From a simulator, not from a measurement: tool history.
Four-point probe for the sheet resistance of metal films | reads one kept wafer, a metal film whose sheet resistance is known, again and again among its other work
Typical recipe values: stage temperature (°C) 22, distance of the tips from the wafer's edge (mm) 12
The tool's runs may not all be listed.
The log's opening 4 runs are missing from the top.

run,hour,stage temperature (°C),distance of the tips from the wafer's edge (mm),sheet resistance as the instrument gives it (ohm/square)
5,41.6,22,15,1.656228
6,55.9,22,75,1.652327
7,63.8,22,75,1.652492
8,78.1,22,3,1.745362
9,93.9,22,3,1.745623
10,101.2,22,3,1.745239
11,115.6,22,12,1.65856
12,132.1,20,12,1.657434
13,149.1,22,4,1.706384
14,164.8,22,4,1.706109
15,174.7,20,4,1.704742
16,187.7,20,4,1.705036
17,202.3,20,4,1.705129
18,217.5,28,42,1.65751
19,230.9,28,42,1.657103
20,238.5,28,42,1.657106
21,248.5,27,30,1.657466
22,259.3,27,19,1.658225
23,266.9,21,39,1.65279
24,282.6,32,33,1.659831

Run 25 is up next; what results do you expect?
25,291.2,32,33,?

sheet resistance as the instrument gives it (ohm/square): 1.660184
On a tool with no hidden condition, and with the same random variation, this run would have come out at sheet resistance as the instrument gives it (ohm/square) 1.660115.
